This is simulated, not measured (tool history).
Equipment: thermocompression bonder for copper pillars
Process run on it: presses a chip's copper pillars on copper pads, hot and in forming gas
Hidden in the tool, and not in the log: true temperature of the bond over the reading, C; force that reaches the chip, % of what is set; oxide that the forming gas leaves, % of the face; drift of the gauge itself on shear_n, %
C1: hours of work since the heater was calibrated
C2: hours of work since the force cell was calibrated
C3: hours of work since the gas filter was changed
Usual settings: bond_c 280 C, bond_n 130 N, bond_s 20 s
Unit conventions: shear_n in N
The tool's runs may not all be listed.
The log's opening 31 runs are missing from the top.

{"run": 32, "day": 12.612, "bond_c": 280, "bond_n": 112, "bond_s": 20, "C1": 552, "C2": 326, "C3": 168, "shear_n": 61.8}
{"run": 33, "day": 13.025, "bond_c": 275, "bond_n": 195, "bond_s": 16, "C1": 558, "C2": 332, "C3": 174, "shear_n": 72.4}
{"run": 34, "day": 13.288, "bond_c": 275, "bond_n": 195, "bond_s": 16, "C1": 562, "C2": 336, "C3": 177, "shear_n": 72.5}
{"run": 35, "day": 13.638, "bond_c": 254, "bond_n": 167, "bond_s": 14, "C1": 567, "C2": 341, "C3": 182, "shear_n": 51.4}
{"run": 36, "day": 13.925, "bond_c": 254, "bond_n": 167, "bond_s": 14, "C1": 571, "C2": 345, "C3": 186, "shear_n": 52.4}
{"run": 37, "day": 14.338, "bond_c": 280, "bond_n": 137, "bond_s": 32, "C1": 577, "C2": 351, "C3": 192, "shear_n": 77.0}
{"run": 38, "day": 14.625, "bond_c": 280, "bond_n": 130, "bond_s": 25, "C1": 581, "C2": 355, "C3": 196, "shear_n": 71.1}
{"run": 39, "day": 14.875, "bond_c": 280, "bond_n": 130, "bond_s": 10, "C1": 585, "C2": 358, "C3": 200, "shear_n": 53.9}
{"run": 40, "day": 15.375, "bond_c": 280, "bond_n": 130, "bond_s": 10, "C1": 592, "C2": 366, "C3": 207, "shear_n": 53.9}
{"run": 41, "day": 15.871, "bond_c": 272, "bond_n": 113, "bond_s": 11, "C1": 599, "C2": 373, "C3": 214, "shear_n": 46.7}

Below are 3 alternative next runs, each starting from the tool's condition after run 41. Predict each:
{"run": "A", "day": 16.212, "bond_c": 293, "bond_n": 139, "bond_s": 13, "C1": 604, "C2": 378, "C3": 219, "shear_n": "?"}
{"run": "B", "day": 16.212, "bond_c": 268, "bond_n": 113, "bond_s": 10, "C1": 604, "C2": 378, "C3": 219, "shear_n": "?"}
{"run": "C", "day": 16.212, "bond_c": 281, "bond_n": 113, "bond_s": 11, "C1": 604, "C2": 378, "C3": 219, "shear_n": "?"}

run=A shear_n=68.7
run=B shear_n=42.8
run=C shear_n=52.0
Without the tool's unlogged condition, the same runs would have read:
run=A shear_n=68.0
run=B shear_n=42.4
run=C shear_n=51.5
